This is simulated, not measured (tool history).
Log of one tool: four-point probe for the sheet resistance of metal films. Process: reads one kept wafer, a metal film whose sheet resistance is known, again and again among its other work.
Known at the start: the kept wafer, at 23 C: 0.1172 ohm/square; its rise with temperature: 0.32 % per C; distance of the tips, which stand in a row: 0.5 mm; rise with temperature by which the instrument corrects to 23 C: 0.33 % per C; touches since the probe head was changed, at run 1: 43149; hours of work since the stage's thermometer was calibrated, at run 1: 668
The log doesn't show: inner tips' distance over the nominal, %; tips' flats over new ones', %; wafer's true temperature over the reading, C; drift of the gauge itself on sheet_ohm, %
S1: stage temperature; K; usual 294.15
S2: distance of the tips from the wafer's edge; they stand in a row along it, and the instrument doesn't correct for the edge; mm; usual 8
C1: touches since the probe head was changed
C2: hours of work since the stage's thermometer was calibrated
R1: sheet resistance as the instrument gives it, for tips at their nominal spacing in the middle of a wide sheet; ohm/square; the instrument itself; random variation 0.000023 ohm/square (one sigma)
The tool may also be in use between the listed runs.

run   hour      S1  S2     C1   C2        R1
  1      0  294.15   8  43149  668  0.117454
  2   25.5  294.15   8  44730  687  0.117478
  3   45.5  306.15   8  45969  701  0.117348
  4   59.1  306.15   8  46817  710  0.117322
  5   83.1  306.15   8  48301  727    0.1173
  6  102.5  294.15   8  49509  741  0.117473
  7  124.1  294.15  74  50845  756  0.117199
  8  141.6  294.15  74  51933  769  0.117203
  9  169.3  300.15  10  53649  789  0.117311
 10    196  294.15  58  55307  808  0.117275
 11  222.2  291.15  16  56932  826  0.117339
 12  241.9  307.15  51  58151  840  0.117097
 13  267.3  307.15  51  59724  858  0.117053
 14    286  292.15  50  60884  871  0.117277

4 ways to go on from here, each from the tool as it stands after run 14. What would each give?
  A  308.2  299.15  32  62267  887   ?
  B  308.2  293.15  16  62267  887   ?
  C  308.2  306.15  50  62267  887   ?
  D  308.2  305.15  71  62267  887   ?

run        R1
  A  0.117177
  B  0.117339
  C  0.117079
  D  0.117095
Without the tool's hidden state the same runs would have given:
run        R1
  A  0.117177
  B  0.117339
  C  0.117079
  D  0.117095
